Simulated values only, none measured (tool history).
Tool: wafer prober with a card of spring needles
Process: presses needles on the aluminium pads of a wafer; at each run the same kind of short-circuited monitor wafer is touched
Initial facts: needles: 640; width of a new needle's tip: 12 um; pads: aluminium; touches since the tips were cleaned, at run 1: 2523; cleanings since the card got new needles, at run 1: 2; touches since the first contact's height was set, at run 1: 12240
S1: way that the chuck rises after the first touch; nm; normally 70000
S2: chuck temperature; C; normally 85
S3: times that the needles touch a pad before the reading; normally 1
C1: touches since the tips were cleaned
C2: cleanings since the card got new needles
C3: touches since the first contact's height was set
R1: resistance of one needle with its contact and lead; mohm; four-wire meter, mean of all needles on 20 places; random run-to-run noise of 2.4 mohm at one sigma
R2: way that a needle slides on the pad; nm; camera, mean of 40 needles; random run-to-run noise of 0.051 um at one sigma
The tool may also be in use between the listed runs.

run 1 hour=0 | S1=70000 S2=85 S3=1 | C1=2523 C2=2 C3=12240 | R1=291 R2=17700
-- hour=7.5 tips cleaned on abrasive film
run 2 hour=21.4 | S1=70000 S2=85 S3=2 | C1=3168 C2=3 C3=17116 | R1=290 R2=17800
-- hour=25.5 tips cleaned on abrasive film
run 3 hour=35.5 | S1=70000 S2=85 S3=2 | C1=2290 C2=4 C3=20343 | R1=288 R2=17750
-- hour=45.4 tips cleaned on abrasive film
run 4 hour=49.5 | S1=68000 S2=85 S3=2 | C1=932 C2=5 C3=23519 | R1=282 R2=17160
-- hour=63.7 tips cleaned on abrasive film
run 5 hour=64.2 | S1=68000 S2=85 S3=2 | C1=128 C2=6 C3=26879 | R1=274 R2=17180
-- hour=81.5 tips cleaned on abrasive film
-- hour=83.5 tips cleaned on abrasive film, once more
run 6 hour=86.9 | S1=68000 S2=85 S3=2 | C1=768 C2=8 C3=32028 | R1=279 R2=17160
-- hour=102.1 tips cleaned on abrasive film
run 7 hour=113 | S1=70000 S2=85 S3=1 | C1=2482 C2=9 C3=37990 | R1=294 R2=17630
-- hour=120.5 tips cleaned on abrasive film
-- hour=139.8 tips cleaned on abrasive film
run 8 hour=140 | S1=76000 S2=85 S3=1 | C1=61 C2=11 C3=44153 | R1=274 R2=19120
-- hour=158.7 tips cleaned on abrasive film
run 9 hour=163.6 | S1=76000 S2=85 S3=1 | C1=1130 C2=12 C3=49549 | R1=283 R2=19070
-- hour=178.6 tips cleaned on abrasive film
run 10 hour=190.1 | S1=76000 S2=29 S3=1 | C1=2637 C2=13 C3=55583 | R1=278 R2=19060
-- hour=197 tips cleaned on abrasive film
run 11 hour=214.3 | S1=76000 S2=29 S3=1 | C1=3958 C2=14 C3=61115 | R1=278 R2=19040
-- hour=216.9 tips cleaned on abrasive film
-- hour=235 tips cleaned on abrasive film
run 12 hour=242.8 | S1=70000 S2=29 S3=1 | C1=1783 C2=16 C3=67618 | R1=277 R2=17370
-- hour=254.8 tips cleaned on abrasive film
run 13 hour=261.9 | S1=70000 S2=29 S3=1 | C1=1613 C2=17 C3=71966 | R1=270 R2=17530
-- hour=272.5 tips cleaned on abrasive film
run 14 hour=288.6 | S1=52000 S2=85 S3=1 | C1=3680 C2=18 C3=78068 | R1=310 R2=12750
-- hour=292.2 tips cleaned on abrasive film
-- hour=310.5 tips cleaned on abrasive film
run 15 hour=314.2 | S1=52000 S2=85 S3=1 | C1=862 C2=20 C3=83902 | R1=295 R2=12660
run 16 hour=327.8 | S1=52000 S2=85 S3=1 | C1=3979 C2=20 C3=87019 | R1=314 R2=12720
-- hour=330.1 tips cleaned on abrasive film
run 17 hour=341 | S1=68000 S2=53 S3=2 | C1=2489 C2=21 C3=90024 | R1=279 R2=16830
-- hour=348.1 tips cleaned on abrasive film
-- hour=366 tips cleaned on abrasive film
run 18 hour=366 | S1=82000 S2=85 S3=2 | C1=0 C2=23 C3=95708 | R1=273 R2=20380
-- hour=384.5 tips cleaned on abrasive film
run 19 hour=388.4 | S1=70000 S2=77 S3=2 | C1=880 C2=24 C3=100821 | R1=278 R2=17200
-- hour=402.2 height of the first contact set anew
-- hour=403.4 tips cleaned on abrasive film
run 20 hour=411 | S1=70000 S2=97 S3=2 | C1=1725 C2=25 C3=1992 | R1=285 R2=17800
-- hour=422.2 tips cleaned on abrasive film
run 21 hour=424.5 | S1=70000 S2=49 S3=1 | C1=530 C2=26 C3=5077 | R1=274 R2=17790
-- hour=440 tips cleaned on abrasive film
run 22 hour=448.1 | S1=70000 S2=85 S3=1 | C1=1853 C2=27 C3=10455 | R1=290 R2=17770
-- hour=458 tips cleaned on abrasive film
run 23 hour=474.2 | S1=70000 S2=85 S3=1 | C1=3717 C2=28 C3=16438 | R1=300 R2=17710
-- hour=476.5 tips cleaned on abrasive film
-- hour=495.6 tips cleaned on abrasive film
run 24 hour=498.5 | S1=70000 S2=85 S3=1 | C1=654 C2=30 C3=21953 | R1=283 R2=17730
run 25 hour=511.5 | S1=74000 S2=41 S3=1 | C1=3650 C2=30 C3=24949 | R1=285 R2=18720
-- hour=513.9 tips cleaned on abrasive film
run 26 hour=529.8 | S1=74000 S2=26 S3=2 | C1=3643 C2=31 C3=29106 | R1=273 R2=18640
-- hour=532.3 tips cleaned on abrasive film
-- hour=550.8 tips cleaned on abrasive film
run 27 hour=556.7 | S1=73000 S2=85 S3=2 | C1=1346 C2=33 C3=35228 | R1=284 R2=18380
-- hour=570.4 tips cleaned on abrasive film
run 28 hour=576.5 | S1=73000 S2=85 S3=2 | C1=1379 C2=34 C3=39747 | R1=282 R2=18340
-- hour=590.1 tips cleaned on abrasive film
run 29 hour=595.1 | S1=72000 S2=85 S3=2 | C1=1135 C2=35 C3=44001 | R1=281 R2=18070
run 30 hour=606.9 | S1=70000 S2=28 S3=2 | C1=3831 C2=35 C3=46697 | R1=276 R2=17510
-- hour=609.3 tips cleaned on abrasive film
-- hour=627.5 tips cleaned on abrasive film
run 31 hour=627.7 | S1=70000 S2=28 S3=2 | C1=33 C2=37 C3=51424 | R1=262 R2=17600
-- hour=647.3 tips cleaned on abrasive film
run 32 hour=655.5 | S1=70000 S2=72 S3=2 | C1=1881 C2=38 C3=57782 | R1=278 R2=17500

Take each entry between the runs: how does the hidden state at the last listed run before it differ from the hidden state at the first listed run after it?
From run 1 to run 2: tips cleaned on abrasive film (hour 7.5)
  debris on the tips, nm: 97.8 -> 162.6; way that the needles fall short of the set height, um: 0.19 -> 0.29; tips' diameter, um: 12.07 -> 12.09
  measured less the result without the state, R1: +18 -> +17 mohm; R2: -50 -> -70 nm
From run 2 to run 3: tips cleaned on abrasive film (hour 25.5)
  debris on the tips, nm: 162.6 -> 96.5; way that the needles fall short of the set height, um: 0.29 -> 0.38; tips' diameter, um: 12.09 -> 12.12
  measured less the result without the state, R1: +17 -> +10 mohm; R2: -70 -> -100 nm
From run 3 to run 4: tips cleaned on abrasive film (hour 45.4)
  debris on the tips, nm: 96.5 -> 53.3; way that the needles fall short of the set height, um: 0.38 -> 0.5; tips' diameter, um: 12.12 -> 12.17
  measured less the result without the state, R1: +10 -> +6 mohm; R2: -100 -> -130 nm
From run 4 to run 5: tips cleaned on abrasive film (hour 63.7)
  debris on the tips, nm: 53.3 -> 14.8; way that the needles fall short of the set height, um: 0.5 -> 0.61; tips' diameter, um: 12.17 -> 12.2
  measured less the result without the state, R1: +6 -> +1 mohm; R2: -130 -> -160 nm
From run 5 to run 6: tips cleaned on abrasive film (hour 81.5); tips cleaned on abrasive film, once more (hour 83.5)
  debris on the tips, nm: 14.8 -> 34.4; way that the needles fall short of the set height, um: 0.61 -> 0.78; tips' diameter, um: 12.2 -> 12.26
  measured less the result without the state, R1: +1 -> +3 mohm; R2: -160 -> -200 nm
From run 6 to run 7: tips cleaned on abrasive film (hour 102.1)
  debris on the tips, nm: 34.4 -> 93.8; way that the needles fall short of the set height, um: 0.78 -> 0.86; tips' diameter, um: 12.26 -> 12.29
  measured less the result without the state, R1: +3 -> +17 mohm; R2: -200 -> -220 nm
From run 7 to run 8: tips cleaned on abrasive film (hour 120.5); tips cleaned on abrasive film (hour 139.8)
  debris on the tips, nm: 93.8 -> 15.8; way that the needles fall short of the set height, um: 0.86 -> 1.06; tips' diameter, um: 12.29 -> 12.36
  measured less the result without the state, R1: +17 -> +3 mohm; R2: -220 -> -270 nm
From run 8 to run 9: tips cleaned on abrasive film (hour 158.7)
  debris on the tips, nm: 15.8 -> 58.4; way that the needles fall short of the set height, um: 1.06 -> 1.14; tips' diameter, um: 12.36 -> 12.39
  measured less the result without the state, R1: +3 -> +9 mohm; R2: -270 -> -290 nm
From run 9 to run 10: tips cleaned on abrasive film (hour 178.6)
  debris on the tips, nm: 58.4 -> 97.1; way that the needles fall short of the set height, um: 1.14 -> 1.24; tips' diameter, um: 12.39 -> 12.42
  measured less the result without the state, R1: +9 -> +17 mohm; R2: -290 -> -320 nm
From run 10 to run 11: tips cleaned on abrasive film (hour 197)
  debris on the tips, nm: 97.1 -> 123.2; way that the needles fall short of the set height, um: 1.24 -> 1.34; tips' diameter, um: 12.42 -> 12.46
  measured less the result without the state, R1: +17 -> +21 mohm; R2: -320 -> -340 nm
From run 11 to run 12: tips cleaned on abrasive film (hour 216.9); tips cleaned on abrasive film (hour 235)
  debris on the tips, nm: 123.2 -> 75.3; way that the needles fall short of the set height, um: 1.34 -> 1.56; tips' diameter, um: 12.46 -> 12.54
  measured less the result without the state, R1: +21 -> +15 mohm; R2: -340 -> -400 nm
From run 12 to run 13: tips cleaned on abrasive film (hour 254.8)
  debris on the tips, nm: 75.3 -> 68.4; way that the needles fall short of the set height, um: 1.56 -> 1.69; tips' diameter, um: 12.54 -> 12.58
  measured less the result without the state, R1: +15 -> +14 mohm; R2: -400 -> -430 nm
From run 13 to run 14: tips cleaned on abrasive film (hour 272.5)
  debris on the tips, nm: 68.4 -> 117; way that the needles fall short of the set height, um: 1.69 -> 1.81; tips' diameter, um: 12.58 -> 12.62
  measured less the result without the state, R1: +14 -> +34 mohm; R2: -430 -> -460 nm
From run 14 to run 15: tips cleaned on abrasive film (hour 292.2); tips cleaned on abrasive film (hour 310.5)
  debris on the tips, nm: 117 -> 49.8; way that the needles fall short of the set height, um: 1.81 -> 2.01; tips' diameter, um: 12.62 -> 12.69
  measured less the result without the state, R1: +34 -> +15 mohm; R2: -460 -> -510 nm
From run 16 to run 17: tips cleaned on abrasive film (hour 330.1)
  debris on the tips, nm: 123.7 -> 94.8; way that the needles fall short of the set height, um: 2.01 -> 2.11; tips' diameter, um: 12.69 -> 12.73
  measured less the result without the state, R1: +37 -> +12 mohm; R2: -510 -> -540 nm
From run 17 to run 18: tips cleaned on abrasive film (hour 348.1); tips cleaned on abrasive film (hour 366)
  debris on the tips, nm: 94.8 -> 12.3; way that the needles fall short of the set height, um: 2.11 -> 2.26; tips' diameter, um: 12.73 -> 12.78
  measured less the result without the state, R1: +12 -> +1 mohm; R2: -540 -> -570 nm
From run 18 to run 19: tips cleaned on abrasive film (hour 384.5)
  debris on the tips, nm: 12.3 -> 46; way that the needles fall short of the set height, um: 2.26 -> 2.33; tips' diameter, um: 12.78 -> 12.81
  measured less the result without the state, R1: +1 -> +5 mohm; R2: -570 -> -590 nm
From run 19 to run 20: height of the first contact set anew (hour 402.2); tips cleaned on abrasive film (hour 403.4)
  debris on the tips, nm: 46 -> 71.9; way that the needles fall short of the set height, um: 2.33 -> 0.09; tips' diameter, um: 12.81 -> 12.84
  measured less the result without the state, R1: +5 -> +7 mohm; R2: -590 -> -30 nm
From run 20 to run 21: tips cleaned on abrasive film (hour 422.2)
  debris on the tips, nm: 71.9 -> 34; way that the needles fall short of the set height, um: 0.09 -> 0.18; tips' diameter, um: 12.84 -> 12.87
  measured less the result without the state, R1: +7 -> +7 mohm; R2: -30 -> -50 nm
From run 21 to run 22: tips cleaned on abrasive film (hour 440)
  debris on the tips, nm: 34 -> 78.7; way that the needles fall short of the set height, um: 0.18 -> 0.28; tips' diameter, um: 12.87 -> 12.9
  measured less the result without the state, R1: +7 -> +14 mohm; R2: -50 -> -70 nm
From run 22 to run 23: tips cleaned on abrasive film (hour 458)
  debris on the tips, nm: 78.7 -> 123.6; way that the needles fall short of the set height, um: 0.28 -> 0.39; tips' diameter, um: 12.9 -> 12.94
  measured less the result without the state, R1: +14 -> +22 mohm; R2: -70 -> -100 nm
From run 23 to run 24: tips cleaned on abrasive film (hour 476.5); tips cleaned on abrasive film (hour 495.6)
  debris on the tips, nm: 123.6 -> 38.1; way that the needles fall short of the set height, um: 0.39 -> 0.58; tips' diameter, um: 12.94 -> 13.01
  measured less the result without the state, R1: +22 -> +7 mohm; R2: -100 -> -150 nm
From run 25 to run 26: tips cleaned on abrasive film (hour 513.9)
  debris on the tips, nm: 119.1 -> 122.8; way that the needles fall short of the set height, um: 0.58 -> 0.67; tips' diameter, um: 13.01 -> 13.04
  measured less the result without the state, R1: +22 -> +14 mohm; R2: -150 -> -170 nm
From run 26 to run 27: tips cleaned on abrasive film (hour 532.3); tips cleaned on abrasive film (hour 550.8)
  debris on the tips, nm: 122.8 -> 61.4; way that the needles fall short of the set height, um: 0.67 -> 0.84; tips' diameter, um: 13.04 -> 13.1
  measured less the result without the state, R1: +14 -> +6 mohm; R2: -170 -> -210 nm
From run 27 to run 28: tips cleaned on abrasive film (hour 570.4)
  debris on the tips, nm: 61.4 -> 61.7; way that the needles fall short of the set height, um: 0.84 -> 0.92; tips' diameter, um: 13.1 -> 13.13
  measured less the result without the state, R1: +6 -> +7 mohm; R2: -210 -> -230 nm
From run 28 to run 29: tips cleaned on abrasive film (hour 590.1)
  debris on the tips, nm: 61.7 -> 61.2; way that the needles fall short of the set height, um: 0.92 -> 1.04; tips' diameter, um: 13.13 -> 13.17
  measured less the result without the state, R1: +7 -> +6 mohm; R2: -230 -> -260 nm
From run 30 to run 31: tips cleaned on abrasive film (hour 609.3); tips cleaned on abrasive film (hour 627.5)
  debris on the tips, nm: 127.8 -> 12.6; way that the needles fall short of the set height, um: 1.04 -> 1.24; tips' diameter, um: 13.17 -> 13.24
  measured less the result without the state, R1: +16 -> +2 mohm; R2: -260 -> -320 nm
From run 31 to run 32: tips cleaned on abrasive film (hour 647.3)
  debris on the tips, nm: 12.6 -> 84.1; way that the needles fall short of the set height, um: 1.24 -> 1.33; tips' diameter, um: 13.24 -> 13.27
  measured less the result without the state, R1: +2 -> +10 mohm; R2: -320 -> -340 nm

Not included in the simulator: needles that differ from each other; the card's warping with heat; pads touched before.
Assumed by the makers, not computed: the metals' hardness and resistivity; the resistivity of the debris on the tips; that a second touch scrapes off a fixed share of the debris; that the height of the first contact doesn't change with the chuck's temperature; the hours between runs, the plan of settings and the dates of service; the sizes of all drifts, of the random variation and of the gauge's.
